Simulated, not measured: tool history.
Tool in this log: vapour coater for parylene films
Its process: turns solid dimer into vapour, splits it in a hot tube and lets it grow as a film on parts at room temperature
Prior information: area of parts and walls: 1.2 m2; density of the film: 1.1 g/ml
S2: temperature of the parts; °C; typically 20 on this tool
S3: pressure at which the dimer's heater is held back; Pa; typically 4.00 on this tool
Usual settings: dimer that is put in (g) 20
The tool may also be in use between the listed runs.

Run 1, hour 0.0: usual settings. Result: thickness of the film (um) 7.44.
Run 2, hour 24.9: usual settings. Result: thickness of the film (um) 7.40.
Run 3, hour 40.3: usual settings but S3 4.12 Pa. Result: thickness of the film (um) 7.36.
Run 4, hour 53.6: usual settings but dimer that is put in (g) 9, S3 4.12 Pa. Result: thickness of the film (um) 3.28.
Run 5, hour 76.1: usual settings but dimer that is put in (g) 9, S3 4.12 Pa. Result: thickness of the film (um) 3.30.
Run 6, hour 96.8: usual settings but dimer that is put in (g) 9, S3 4.12 Pa. Result: thickness of the film (um) 3.34.
Run 7, hour 111.5: usual settings but dimer that is put in (g) 9, S3 4.12 Pa. Result: thickness of the film (um) 3.33.
Run 8, hour 126.8: usual settings but dimer that is put in (g) 9, S3 4.12 Pa. Result: thickness of the film (um) 3.31.
Run 9, hour 143.2: usual settings but dimer that is put in (g) 9, S3 4.12 Pa. Result: thickness of the film (um) 3.24.
Run 10, hour 154.9: usual settings but dimer that is put in (g) 9, S3 4.12 Pa. Result: thickness of the film (um) 3.32.
Run 11, hour 171.0: usual settings but dimer that is put in (g) 9, S3 4.12 Pa. Result: thickness of the film (um) 3.28.
Run 12, hour 183.1: usual settings but dimer that is put in (g) 9, S3 4.12 Pa. Result: thickness of the film (um) 3.28.
Run 13, hour 195.1: usual settings but S3 2.88 Pa. Result: thickness of the film (um) 7.38.
Run 14, hour 217.8: usual settings but dimer that is put in (g) 29, S3 2.88 Pa. Result: thickness of the film (um) 10.87.
Run 15, hour 238.5: usual settings but dimer that is put in (g) 21. Result: thickness of the film (um) 7.64.
Run 16, hour 256.1: usual settings but dimer that is put in (g) 21. Result: thickness of the film (um) 7.65.
Run 17, hour 272.4: usual settings but S3 4.76 Pa. Result: thickness of the film (um) 7.19.
At hour 275.6: table's thermometer calibrated.
Run 18, hour 285.9: usual settings but dimer that is put in (g) 14, S3 4.76 Pa. Result: thickness of the film (um) 5.03.
Run 19, hour 299.0: usual settings but dimer that is put in (g) 14, S3 4.76 Pa. Result: thickness of the film (um) 5.04.
Run 20, hour 318.9: usual settings but dimer that is put in (g) 14, S3 4.76 Pa. Result: thickness of the film (um) 5.05.
At hour 323.8: table's thermometer calibrated, once more.
Run 21, hour 345.5: usual settings but S2 15 °C, S3 9.88 Pa. Result: thickness of the film (um) 7.50.
Run 22, hour 364.1: usual settings but dimer that is put in (g) 17, S2 15 °C, S3 2.73 Pa. Result: thickness of the film (um) 6.78.
Run 23, hour 378.8: usual settings but dimer that is put in (g) 10, S2 23 °C, S3 8.02 Pa. Result: thickness of the film (um) 3.30.
Run 24, hour 389.3: usual settings but dimer that is put in (g) 11, S3 2.38 Pa. Result: thickness of the film (um) 4.04.
Run 25, hour 413.5: usual settings but dimer that is put in (g) 11, S3 2.38 Pa. Result: thickness of the film (um) 4.00.
Run 26, hour 425.4: usual settings but dimer that is put in (g) 13, S3 6.50 Pa. Result: thickness of the film (um) 4.54.
Run 27, hour 437.0: usual settings but dimer that is put in (g) 17, S2 13 °C, S3 5.50 Pa. Result: thickness of the film (um) 6.70.
Run 28, hour 451.3: usual settings but dimer that is put in (g) 17, S2 13 °C, S3 5.50 Pa. Result: thickness of the film (um) 6.73.
Run 29, hour 462.3: usual settings but dimer that is put in (g) 17, S2 13 °C, S3 5.50 Pa. Result: thickness of the film (um) 6.74.
Run 30, hour 486.9: usual settings but dimer that is put in (g) 15, S3 2.12 Pa. Result: thickness of the film (um) 5.44.
Run 31, hour 505.9: usual settings but S2 21 °C, S3 4.73 Pa. Result: thickness of the film (um) 6.91.
Run 32, hour 522.8: usual settings but dimer that is put in (g) 9, S2 17 °C, S3 6.59 Pa. Result: thickness of the film (um) 3.26.
Run 33, hour 546.7: usual settings but dimer that is put in (g) 9, S2 17 °C, S3 6.59 Pa. Result: thickness of the film (um) 3.27.
Run 34, hour 567.3: usual settings but dimer that is put in (g) 19, S2 14 °C, S3 5.85 Pa. Result: thickness of the film (um) 7.34.
Run 35, hour 588.4: usual settings but dimer that is put in (g) 19, S2 14 °C, S3 5.85 Pa. Result: thickness of the film (um) 7.31.
Run 36, hour 609.1: usual settings but dimer that is put in (g) 19, S2 21 °C, S3 8.56 Pa. Result: thickness of the film (um) 6.36.

Alternative continuations, all from the tool just after run 36; predict every row:
Run A, hour 625.0: usual settings but dimer that is put in (g) 12, S3 9.16 Pa. Result: thickness of the film (um) ?.
Run B, hour 625.0: usual settings but S3 6.04 Pa. Result: thickness of the film (um) ?.
Run C, hour 625.0: usual settings but dimer that is put in (g) 9, S2 14 °C, S3 3.33 Pa. Result: thickness of the film (um) ?.
Run D, hour 625.0: usual settings but S2 17 °C, S3 3.05 Pa. Result: thickness of the film (um) ?.
Run E, hour 625.0: usual settings but S3 8.82 Pa. Result: thickness of the film (um) ?.

run  thickness of the film (um)
  A                        4.06
  B                        6.87
  C                        3.57
  D                        7.48
  E                        6.71
What these runs would have given with no unlogged condition in the tool:
run  thickness of the film (um)
  A                        4.38
  B                        7.41
  C                        3.84
  D                        8.06
  E                        7.24

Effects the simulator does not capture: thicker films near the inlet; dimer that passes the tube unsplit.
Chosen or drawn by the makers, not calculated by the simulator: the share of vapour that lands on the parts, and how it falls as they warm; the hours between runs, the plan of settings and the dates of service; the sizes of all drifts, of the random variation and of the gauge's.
